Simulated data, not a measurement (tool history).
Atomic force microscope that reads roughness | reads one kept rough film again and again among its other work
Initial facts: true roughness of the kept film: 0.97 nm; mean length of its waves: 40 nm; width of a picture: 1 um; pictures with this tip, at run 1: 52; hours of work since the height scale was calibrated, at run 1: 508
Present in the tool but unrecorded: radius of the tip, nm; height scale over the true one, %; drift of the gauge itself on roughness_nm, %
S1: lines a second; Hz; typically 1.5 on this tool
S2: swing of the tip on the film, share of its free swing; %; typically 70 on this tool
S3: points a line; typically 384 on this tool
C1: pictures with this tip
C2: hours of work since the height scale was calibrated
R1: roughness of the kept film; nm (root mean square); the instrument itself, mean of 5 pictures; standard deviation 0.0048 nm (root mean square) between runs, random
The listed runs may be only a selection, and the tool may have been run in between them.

Run 1, hour 0: usual settings; C1 52; C2 508. Result: R1 0.9 nm (root mean square).
At hour 63.1: new tip fitted.
Run 2, hour 71.9: usual settings; C1 20; C2 556. Result: R1 0.906 nm (root mean square).
Run 3, hour 116.8: usual settings but S3 362; C1 119; C2 587. Result: R1 0.872 nm (root mean square).
At hour 151.9: new tip fitted.
Run 4, hour 187: usual settings but S3 362; C1 77; C2 635. Result: R1 0.885 nm (root mean square).
Run 5, hour 235.6: usual settings but S3 362; C1 184; C2 668. Result: R1 0.859 nm (root mean square).
At hour 242: new tip fitted.
Run 6, hour 272.4: usual settings but S3 362; C1 67; C2 693. Result: R1 0.886 nm (root mean square).
Run 7, hour 322.2: usual settings; C1 177; C2 727. Result: R1 0.852 nm (root mean square).
At hour 327.8: new tip fitted.
Run 8, hour 358.9: usual settings; C1 68; C2 751. Result: R1 0.887 nm (root mean square).
At hour 414: new tip fitted.
Run 9, hour 414.9: usual settings; C1 2; C2 789. Result: R1 0.898 nm (root mean square).
Run 10, hour 486: usual settings; C1 158; C2 838. Result: R1 0.871 nm (root mean square).
At hour 503.5: new tip fitted.
Run 11, hour 528.8: usual settings but S1 0.51 Hz, S3 856; C1 55; C2 867. Result: R1 0.918 nm (root mean square).
Run 12, hour 586.3: usual settings but S1 1.56 Hz, S3 810; C1 182; C2 906. Result: R1 0.864 nm (root mean square).

Estimate the outcome of run 13 from the log above:
At hour 592.7: new tip fitted.
Run 13, hour 639.3: usual settings but S1 2.31 Hz, S3 281; C1 103; C2 942. Result: R1 ?.

{"run 13": {"R1": 0.845}}
Had the tool carried no hidden state, the very same run would have given R1 0.887 nm (root mean square).

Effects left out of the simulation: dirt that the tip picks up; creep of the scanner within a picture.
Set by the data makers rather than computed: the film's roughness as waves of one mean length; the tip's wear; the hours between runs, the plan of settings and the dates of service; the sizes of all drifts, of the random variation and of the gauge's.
